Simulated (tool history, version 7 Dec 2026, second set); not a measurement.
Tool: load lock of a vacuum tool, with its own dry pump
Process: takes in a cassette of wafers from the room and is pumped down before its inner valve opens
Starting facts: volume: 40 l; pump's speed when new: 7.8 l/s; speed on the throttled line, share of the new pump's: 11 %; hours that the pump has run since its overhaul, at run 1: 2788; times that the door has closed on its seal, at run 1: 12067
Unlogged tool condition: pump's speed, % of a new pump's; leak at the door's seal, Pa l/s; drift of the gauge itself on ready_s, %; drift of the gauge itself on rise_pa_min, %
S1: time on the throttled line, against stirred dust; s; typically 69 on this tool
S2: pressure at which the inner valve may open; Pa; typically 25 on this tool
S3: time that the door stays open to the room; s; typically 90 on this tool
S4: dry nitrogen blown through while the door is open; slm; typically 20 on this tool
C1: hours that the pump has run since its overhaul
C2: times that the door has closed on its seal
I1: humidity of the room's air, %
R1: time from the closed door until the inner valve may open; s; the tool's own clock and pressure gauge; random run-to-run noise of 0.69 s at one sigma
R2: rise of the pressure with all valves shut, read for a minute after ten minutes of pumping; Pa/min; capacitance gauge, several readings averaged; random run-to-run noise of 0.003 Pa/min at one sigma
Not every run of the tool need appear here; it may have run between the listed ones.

{"run": 1, "hour": 0.0, "S1": 69, "S2": 25, "S3": 90, "S4": 20, "C1": 2788, "C2": 12067, "I1": 46.6, "R1": 105.2, "R2": 0.184}
{"run": 2, "hour": 372.5, "S1": 69, "S2": 25, "S3": 90, "S4": 20, "C1": 3160, "C2": 12602, "I1": 44.2, "R1": 105.1, "R2": 0.199}
{"run": 3, "hour": 576.1, "S1": 69, "S2": 25, "S3": 90, "S4": 20, "C1": 3364, "C2": 12894, "I1": 46, "R1": 105.1, "R2": 0.204}
{"run": 4, "hour": 815.9, "S1": 69, "S2": 25, "S3": 90, "S4": 20, "C1": 3604, "C2": 13239, "I1": 49.5, "R1": 105.4, "R2": 0.205}
{"run": 5, "hour": 1055.6, "S1": 69, "S2": 25, "S3": 90, "S4": 20, "C1": 3843, "C2": 13583, "I1": 45.1, "R1": 105, "R2": 0.212}
{"run": 6, "hour": 1209.4, "S1": 69, "S2": 25, "S3": 90, "S4": 20, "C1": 3997, "C2": 13804, "I1": 45.2, "R1": 105.7, "R2": 0.215}
{"run": 7, "hour": 1513.6, "S1": 69, "S2": 25, "S3": 90, "S4": 20, "C1": 4301, "C2": 14241, "I1": 43.8, "R1": 105.3, "R2": 0.224}
{"run": 8, "hour": 1717.0, "S1": 69, "S2": 25, "S3": 90, "S4": 20, "C1": 4505, "C2": 14533, "I1": 42.9, "R1": 106.2, "R2": 0.23}
{"run": 9, "hour": 2030.4, "S1": 69, "S2": 25, "S3": 90, "S4": 19, "C1": 4818, "C2": 14983, "I1": 46.6, "R1": 106.4, "R2": 0.248}
{"run": 10, "hour": 2274.4, "S1": 69, "S2": 25, "S3": 90, "S4": 19, "C1": 5062, "C2": 15334, "I1": 47.1, "R1": 105.9, "R2": 0.251}
{"run": 11, "hour": 2563.1, "S1": 69, "S2": 25, "S3": 90, "S4": 20, "C1": 5351, "C2": 15748, "I1": 45.8, "R1": 106.8, "R2": 0.262}
{"run": 12, "hour": 2762.5, "S1": 69, "S2": 25, "S3": 90, "S4": 20, "C1": 5550, "C2": 16035, "I1": 42.1, "R1": 106.2, "R2": 0.267}
{"run": 13, "hour": 3085.6, "S1": 69, "S2": 25, "S3": 90, "S4": 20, "C1": 5873, "C2": 16499, "I1": 43.8, "R1": 106.3, "R2": 0.276}
{"run": 14, "hour": 3266.5, "S1": 69, "S2": 25, "S3": 90, "S4": 20, "C1": 6054, "C2": 16759, "I1": 48.1, "R1": 105.9, "R2": 0.286}
{"run": 15, "hour": 3428.6, "S1": 69, "S2": 25, "S3": 90, "S4": 20, "C1": 6216, "C2": 16992, "I1": 46.1, "R1": 106.4, "R2": 0.292}
{"run": 16, "hour": 3625.3, "S1": 69, "S2": 25, "S3": 90, "S4": 20, "C1": 6413, "C2": 17274, "I1": 49.1, "R1": 106.1, "R2": 0.296}
{"run": 17, "hour": 3896.7, "S1": 69, "S2": 25, "S3": 90, "S4": 20, "C1": 6684, "C2": 17664, "I1": 46.1, "R1": 107.3, "R2": 0.302}
{"run": 18, "hour": 4215.5, "S1": 69, "S2": 20, "S3": 90, "S4": 20, "C1": 7003, "C2": 18122, "I1": 46.8, "R1": 107.4, "R2": 0.32}
{"run": 19, "hour": 4537.4, "S1": 47, "S2": 35, "S3": 107, "S4": 5, "C1": 7325, "C2": 18584, "I1": 47.5, "R1": 85.5, "R2": 0.35}
{"run": 20, "hour": 4789.9, "S1": 69, "S2": 25, "S3": 33, "S4": 20, "C1": 7578, "C2": 18947, "I1": 45.5, "R1": 108, "R2": 0.336}
{"run": 21, "hour": 4946.5, "S1": 69, "S2": 43, "S3": 110, "S4": 38, "C1": 7734, "C2": 19172, "I1": 47.4, "R1": 103.9, "R2": 0.339}
{"run": 22, "hour": 5191.8, "S1": 69, "S2": 43, "S3": 110, "S4": 38, "C1": 7980, "C2": 19524, "I1": 44.3, "R1": 104.2, "R2": 0.348}
{"run": 23, "hour": 5457.9, "S1": 69, "S2": 43, "S3": 110, "S4": 38, "C1": 8246, "C2": 19906, "I1": 44, "R1": 103.8, "R2": 0.359}
{"run": 24, "hour": 5716.7, "S1": 69, "S2": 43, "S3": 110, "S4": 38, "C1": 8504, "C2": 20278, "I1": 43.2, "R1": 105.8, "R2": 0.369}
{"run": 25, "hour": 5969.9, "S1": 40, "S2": 47, "S3": 37, "S4": 15, "C1": 8758, "C2": 20642, "I1": 45.4, "R1": 78.1, "R2": 0.376}
{"run": 26, "hour": 6226.2, "S1": 44, "S2": 25, "S3": 90, "S4": 21, "C1": 9014, "C2": 21010, "I1": 44.5, "R1": 86, "R2": 0.397}
{"run": 27, "hour": 6396.7, "S1": 88, "S2": 46, "S3": 84, "S4": 26, "C1": 9184, "C2": 21255, "I1": 47.6, "R1": 120.7, "R2": 0.408}
{"run": 28, "hour": 6598.1, "S1": 67, "S2": 19, "S3": 90, "S4": 20, "C1": 9386, "C2": 21544, "I1": 46.8, "R1": 107, "R2": 0.418}
{"run": 29, "hour": 6951.9, "S1": 69, "S2": 21, "S3": 95, "S4": 20, "C1": 9740, "C2": 22052, "I1": 46.2, "R1": 110.4, "R2": 0.419}
{"run": 30, "hour": 7217.5, "S1": 75, "S2": 24, "S3": 71, "S4": 6, "C1": 10005, "C2": 22434, "I1": 45.6, "R1": 114, "R2": 0.441}
{"run": 31, "hour": 7474.5, "S1": 135, "S2": 41, "S3": 34, "S4": 20, "C1": 10262, "C2": 22803, "I1": 47, "R1": 163.1, "R2": 0.433}
{"run": 32, "hour": 7713.7, "S1": 121, "S2": 41, "S3": 34, "S4": 31, "C1": 10501, "C2": 23147, "I1": 49.3, "R1": 150.5, "R2": 0.446}
{"run": 33, "hour": 7865.6, "S1": 53, "S2": 19, "S3": 34, "S4": 31, "C1": 10653, "C2": 23365, "I1": 50.7, "R1": 95.7, "R2": 0.44}
{"hour": 8018.1, "done": "door's seal changed, seat wiped"}
{"run": 34, "hour": 8170.5, "S1": 126, "S2": 19, "S3": 70, "S4": 31, "C1": 10957, "C2": 219, "I1": 43.9, "R1": 159.9, "R2": 0.017}
{"run": 35, "hour": 8514.5, "S1": 126, "S2": 19, "S3": 70, "S4": 31, "C1": 11301, "C2": 713, "I1": 46.1, "R1": 160.7, "R2": 0.018}
{"run": 36, "hour": 8851.3, "S1": 126, "S2": 19, "S3": 70, "S4": 31, "C1": 11637, "C2": 1196, "I1": 45.3, "R1": 160.1, "R2": 0.021}

Table of differences, measured result less the result of that run with no hidden state. Run-to-run variation is the same in both. Gauge scatter possibly is not:
run=1 R1=+1.1 R2=+0.164
run=2 R1=+1.3 R2=+0.174
run=3 R1=+1.3 R2=+0.182
run=4 R1=+1.4 R2=+0.184
run=5 R1=+1.5 R2=+0.194
run=6 R1=+1.6 R2=+0.197
run=7 R1=+1.7 R2=+0.204
run=8 R1=+1.7 R2=+0.211
run=9 R1=+1.8 R2=+0.223
run=10 R1=+1.9 R2=+0.23
run=11 R1=+2.1 R2=+0.234
run=12 R1=+2.1 R2=+0.245
run=13 R1=+2.3 R2=+0.256
run=14 R1=+2.3 R2=+0.265
run=15 R1=+2.4 R2=+0.268
run=16 R1=+2.4 R2=+0.275
run=17 R1=+2.6 R2=+0.278
run=18 R1=+2.8 R2=+0.297
run=19 R1=+2.9 R2=+0.306
run=20 R1=+2.9 R2=+0.323
run=21 R1=+2.7 R2=+0.319
run=22 R1=+2.9 R2=+0.333
run=23 R1=+2.9 R2=+0.34
run=24 R1=+3 R2=+0.357
run=25 R1=+3.3 R2=+0.362
run=26 R1=+3.7 R2=+0.373
run=27 R1=+2.9 R2=+0.384
run=28 R1=+3.9 R2=+0.394
run=29 R1=+3.8 R2=+0.402
run=30 R1=+3.8 R2=+0.41
run=31 R1=+2.8 R2=+0.42
run=32 R1=+3.1 R2=+0.436
run=33 R1=+4.4 R2=+0.435
run=34 R1=+3.8 R2=+0
run=35 R1=+3.9 R2=+0.003
run=36 R1=+4 R2=+0.006

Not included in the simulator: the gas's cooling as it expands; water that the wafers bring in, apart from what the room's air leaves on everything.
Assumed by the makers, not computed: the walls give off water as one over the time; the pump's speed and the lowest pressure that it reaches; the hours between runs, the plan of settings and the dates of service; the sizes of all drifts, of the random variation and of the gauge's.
